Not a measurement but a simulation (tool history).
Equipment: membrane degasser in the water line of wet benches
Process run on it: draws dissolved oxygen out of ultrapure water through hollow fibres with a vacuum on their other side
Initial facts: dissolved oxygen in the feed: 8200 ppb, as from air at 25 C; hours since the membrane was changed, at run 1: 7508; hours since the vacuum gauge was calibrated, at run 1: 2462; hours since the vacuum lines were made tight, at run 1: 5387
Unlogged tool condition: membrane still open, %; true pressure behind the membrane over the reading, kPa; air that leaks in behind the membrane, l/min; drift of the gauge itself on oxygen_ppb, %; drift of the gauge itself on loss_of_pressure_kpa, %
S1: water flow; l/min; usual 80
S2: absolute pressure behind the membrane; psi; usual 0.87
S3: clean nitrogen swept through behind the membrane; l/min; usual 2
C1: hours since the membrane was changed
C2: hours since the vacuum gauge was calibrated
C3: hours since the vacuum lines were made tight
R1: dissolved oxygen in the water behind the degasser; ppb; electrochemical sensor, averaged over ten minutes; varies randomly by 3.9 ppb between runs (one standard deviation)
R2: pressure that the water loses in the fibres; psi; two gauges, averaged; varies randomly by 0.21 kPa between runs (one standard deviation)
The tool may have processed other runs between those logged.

run	hour	S1	S2	S3	C1	C2	C3	R1	R2
1	0	80	0.87	2	7508	2462	5387	458.3	6.981
2	161.5	80	0.87	2	7670	2623	5549	447.1	7.073
3	268.2	80	0.87	2	7777	2730	5655	452.5	7.06
4	361.6	80	0.87	2	7870	2823	5749	448.9	7.02
5	511.5	56	0.87	2	8020	2973	5898	298.7	4.944
6	618.6	56	0.87	2	8127	3080	6006	298	4.95
7	706.1	56	0.87	2	8214	3168	6093	298.8	4.963
8	880.5	80	0.87	2	8389	3342	6267	450.4	7.049
9	1024.1	80	0.962	2	8532	3486	6411	494.1	7.082
# hour 1034.6: vacuum gauge calibrated
10	1162.1	80	0.962	2	8670	127	6549	512	7.047
11	1288.1	80	0.962	2	8796	253	6675	504.9	7.094
12	1423.6	80	0.962	2	8931	389	6810	508.6	7.108
13	1503.8	80	0.962	2	9012	469	6890	515.9	7.046
14	1691.2	80	0.962	2	9199	657	7078	522.5	7.072
15	1815.8	80	0.962	2	9324	781	7202	518.5	7.114
16	1953.9	80	1.255	2	9462	919	7340	659.5	7.085
17	2046.7	76	0.87	1.91	9555	1012	7433	449.9	6.725
# hour 2139.3: vacuum gauge calibrated, once more
18	2181.9	76	0.586	0.85	9689	43	7568	336.6	6.798
19	2365.2	49	0.544	2.31	9873	226	7751	132	4.379
20	2548	49	0.544	2.31	10055	409	7934	132	4.402
21	2714.1	52	1.42	3.7	10221	575	8100	322.9	4.646
22	2875.3	52	1.42	3.7	10383	736	8261	328.2	4.622
23	3062.4	58	0.87	2	10570	923	8448	310.1	5.144
# hour 3156.8: seals of the vacuum lines changed
24	3225.9	58	0.87	2	10731	1085	69	311.2	5.155
25	3364.3	80	1.082	0.87	10870	1223	207	812.2	7.175
26	3503.8	80	1.082	0.87	11009	1363	347	832	7.149
27	3675	71	0.87	2.48	11180	1534	518	371.4	6.348
28	3863.8	67	0.87	1.62	11369	1723	707	411.1	6.019
29	3946.3	59	2.123	2.12	11452	1805	789	794.3	5.337
30	4078.1	80	0.87	3.88	11583	1937	921	373.7	7.184
31	4156.4	80	0.783	3.88	11662	2015	1000	350.1	7.178
32	4262.5	69	0.79	1.7	11768	2121	1106	380.7	6.195

Alternative continuations, all from the tool just after run 32; predict every row:
A	4380.3	70	1.289	3.52	11886	2239	1224	?	?
B	4380.3	98	0.79	1.7	11886	2239	1224	?	?
C	4380.3	83	0.87	2	11886	2239	1224	?	?

run	R1	R2
A	438.8	6.283
B	550.2	8.814
C	481.1	7.484
With no hidden state in the tool, these same runs would have given:
run	R1	R2
A	394.2	5.902
B	483	8.28
C	424.2	7.03
